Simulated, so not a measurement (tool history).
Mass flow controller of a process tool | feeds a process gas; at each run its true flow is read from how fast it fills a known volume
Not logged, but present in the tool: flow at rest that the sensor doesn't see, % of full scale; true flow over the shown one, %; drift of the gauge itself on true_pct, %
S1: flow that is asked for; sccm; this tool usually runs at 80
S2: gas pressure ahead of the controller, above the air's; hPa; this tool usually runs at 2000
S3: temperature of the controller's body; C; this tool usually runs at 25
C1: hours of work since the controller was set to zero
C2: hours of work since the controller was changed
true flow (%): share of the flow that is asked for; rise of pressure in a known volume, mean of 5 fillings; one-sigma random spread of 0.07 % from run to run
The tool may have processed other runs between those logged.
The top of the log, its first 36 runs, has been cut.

{"hour": 14038.3, "done": "controller exchanged for a calibrated one"}
{"run": 37, "hour": 14065.0, "S1": 33, "S2": 2000, "S3": 25, "C1": 15, "C2": 15, "true flow (%)": 99.23}
{"run": 38, "hour": 14621.7, "S1": 75, "S2": 2660, "S3": 25, "C1": 324, "C2": 324, "true flow (%)": 99.04}
{"run": 39, "hour": 14846.2, "S1": 76, "S2": 1590, "S3": 25, "C1": 449, "C2": 449, "true flow (%)": 99.32}
{"run": 40, "hour": 15072.1, "S1": 76, "S2": 1590, "S3": 25, "C1": 574, "C2": 574, "true flow (%)": 99.14}
{"run": 41, "hour": 15533.4, "S1": 76, "S2": 1590, "S3": 25, "C1": 830, "C2": 830, "true flow (%)": 99.1}
{"run": 42, "hour": 15944.7, "S1": 76, "S2": 1590, "S3": 25, "C1": 1058, "C2": 1058, "true flow (%)": 99.13}
{"run": 43, "hour": 16341.0, "S1": 80, "S2": 2000, "S3": 23, "C1": 1278, "C2": 1278, "true flow (%)": 98.79}
{"run": 44, "hour": 16735.6, "S1": 80, "S2": 2000, "S3": 23, "C1": 1498, "C2": 1498, "true flow (%)": 98.67}
{"run": 45, "hour": 16983.3, "S1": 24, "S2": 2060, "S3": 24, "C1": 1635, "C2": 1635, "true flow (%)": 98.98}
{"run": 46, "hour": 17454.4, "S1": 23, "S2": 2610, "S3": 24, "C1": 1897, "C2": 1897, "true flow (%)": 98.98}
{"run": 47, "hour": 17701.8, "S1": 23, "S2": 2610, "S3": 23, "C1": 2034, "C2": 2034, "true flow (%)": 98.79}
{"run": 48, "hour": 18053.5, "S1": 28, "S2": 1760, "S3": 25, "C1": 2229, "C2": 2229, "true flow (%)": 99.06}
{"run": 49, "hour": 18378.0, "S1": 169, "S2": 1910, "S3": 25, "C1": 2410, "C2": 2410, "true flow (%)": 98.74}

What if the next run were any one of these 3? Each begins from the tool's condition after run 49:
{"run": "A", "hour": 18796.8, "S1": 25, "S2": 1910, "S3": 38, "C1": 2642, "C2": 2642, "true flow (%)": "?"}
{"run": "B", "hour": 18796.8, "S1": 169, "S2": 1910, "S3": 33, "C1": 2642, "C2": 2642, "true flow (%)": "?"}
{"run": "C", "hour": 18796.8, "S1": 48, "S2": 2000, "S3": 25, "C1": 2642, "C2": 2642, "true flow (%)": "?"}

run=A true_flow_(%)=99.81
run=B true_flow_(%)=99.24
run=C true_flow_(%)=98.47
The same runs, with their run-to-run variation unchanged, on a tool lacking any hidden condition would have given:
run=A true_flow_(%)=99.77
run=B true_flow_(%)=100.50
run=C true_flow_(%)=99.16

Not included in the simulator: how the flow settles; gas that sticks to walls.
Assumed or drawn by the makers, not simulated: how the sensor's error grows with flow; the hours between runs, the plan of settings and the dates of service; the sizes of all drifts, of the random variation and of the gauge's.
